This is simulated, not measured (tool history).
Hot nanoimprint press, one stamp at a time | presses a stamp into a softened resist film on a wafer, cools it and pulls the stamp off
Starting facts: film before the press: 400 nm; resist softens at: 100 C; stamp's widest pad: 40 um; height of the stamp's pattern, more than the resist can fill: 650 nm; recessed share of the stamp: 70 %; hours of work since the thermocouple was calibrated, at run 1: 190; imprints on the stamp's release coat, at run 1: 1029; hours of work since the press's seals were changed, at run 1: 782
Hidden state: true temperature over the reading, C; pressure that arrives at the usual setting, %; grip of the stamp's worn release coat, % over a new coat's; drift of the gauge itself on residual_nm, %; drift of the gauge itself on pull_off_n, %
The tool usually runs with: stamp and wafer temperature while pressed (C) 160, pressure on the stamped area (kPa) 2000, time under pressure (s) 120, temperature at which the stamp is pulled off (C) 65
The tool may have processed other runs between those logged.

run   hour  stamp and wafer temperature while pressed (C)  pressure on the stamped area (kPa)  time under pressure (s)  temperature at which the stamp is pulled off (C)  hours of work since the thermocouple was calibrated  imprints on the stamp's release coat  hours of work since the press's seals were changed  resist left under the stamp's widest pad (nm)  greatest force while the stamp is pulled off (N)
  1    0.0                                            160                                2000                      120                                                65                                                  190                                  1029                                                 782                                          189.8                                               259
  2   19.2                                            160                                2000                      120                                                65                                                  205                                  1088                                                 796                                          190.1                                               255
  3   42.3                                            160                                2000                      120                                                65                                                  222                                  1160                                                 814                                          190.2                                               278
  4   65.8                                            160                                3050                      120                                                65                                                  240                                  1233                                                 831                                          160.1                                               275
  5   83.5                                            160                                2000                       62                                                65                                                  253                                  1288                                                 845                                          235.9                                               260
  6  112.1                                            160                                2000                       62                                                65                                                  275                                  1376                                                 866                                          238.2                                               290
  7  140.3                                            160                                2000                       62                                                65                                                  296                                  1464                                                 888                                          235.3                                               291
     159.7  -- plate thermocouple calibrated
     168.2  -- stamp cleaned and given a new release coat
  8  172.6                                            160                                2000                       62                                                65                                                    5                                    13                                                 905                                          249.9                                               179
  9  191.1                                            160                                2000                       62                                                65                                                   19                                    71                                                 919                                          246.9                                               181
 10  212.0                                            163                                2000                       62                                                65                                                   35                                   135                                                 935                                          217.9                                               182
 11  243.3                                            163                                2000                       62                                                65                                                   59                                   232                                                 959                                          216.7                                               193
 12  275.3                                            163                                2000                       62                                                65                                                   83                                   332                                                 983                                          216.3                                               196
     296.3  -- press's hydraulic seals changed and the load cell set to zero
 13  310.7                                            163                                2000                       62                                                65                                                  103                                   417                                                  11                                          212.0                                               217
 14  333.1                                            160                                1270                      120                                                65                                                  120                                   486                                                  28                                          226.4                                               214
 15  355.1                                            160                                2000                      120                                                65                                                  137                                   555                                                  44                                          189.5                                               208
 16  376.6                                            154                                1380                       78                                                59                                                  153                                   621                                                  61                                          306.9                                               240
 17  403.3                                            160                                2230                      185                                                65                                                  173                                   704                                                  81                                          151.8                                               234
 18  418.3                                            152                                2910                      120                                                65                                                  185                                   750                                                  92                                          244.3                                               237
 19  434.3                                            152                                2910                      120                                                65                                                  197                                   800                                                 104                                          243.4                                               236
 20  462.1                                            158                                3150                      120                                                65                                                  218                                   886                                                 125                                          172.0                                               240
 21  481.5                                            159                                3150                      120                                                65                                                  233                                   947                                                 140                                          163.1                                               238
 22  506.0                                            160                                2000                       99                                                65                                                  251                                  1023                                                 158                                          199.0                                               261
 23  531.9                                            150                                1290                      134                                                51                                                  271                                  1103                                                 178                                          312.6                                               331
 24  557.8                                            150                                2590                      125                                                65                                                  290                                  1183                                                 198                                          269.9                                               273
     583.1  -- plate thermocouple calibrated
 25  587.4                                            158                                1730                      117                                                65                                                    3                                  1265                                                 218                                          230.9                                               282
 26  610.4                                            158                                1730                      117                                                65                                                   21                                  1337                                                 235                                          231.3                                               287
 27  634.1                                            158                                2000                      120                                                65                                                   39                                  1410                                                 253                                          217.8                                               293
 28  663.1                                            149                                2980                      120                                                65                                                   60                                  1500                                                 275                                          286.3                                               297
     678.5  -- stamp cleaned and given a new release coat
 29  696.7                                            170                                2000                      120                                                65                                                   81                                    57                                                 296                                          114.6                                               175

Measured result minus the same run's result without the hidden state. Both carry the same run-to-run variation, though not necessarily the same gauge scatter:
run  resist left under the stamp's widest pad (nm)  greatest force while the stamp is pulled off (N)
  1                                           -5.6                                               +80
  2                                           -6.3                                               +82
  3                                           -7.0                                               +91
  4                                           -5.3                                               +96
  5                                           -8.5                                               +92
  6                                           -9.5                                              +108
  7                                          -10.3                                              +113
  8                                           +2.6                                                +1
  9                                           +2.1                                                +5
 10                                           +1.6                                                +9
 11                                           +0.6                                               +16
 12                                           -0.3                                               +23
 13                                           -5.4                                               +31
 14                                           -6.5                                               +35
 15                                           -6.7                                               +38
 16                                           -6.7                                               +49
 17                                           -7.1                                               +53
 18                                           -9.8                                               +56
 19                                          -10.2                                               +58
 20                                           -9.3                                               +64
 21                                           -9.3                                               +67
 22                                          -11.2                                               +78
 23                                          -11.1                                              +106
 24                                          -14.2                                               +91
 25                                           +2.3                                              +103
 26                                           +1.5                                              +110
 27                                           +0.8                                              +116
 28                                           +0.3                                              +122
 29                                           -0.3                                                +3
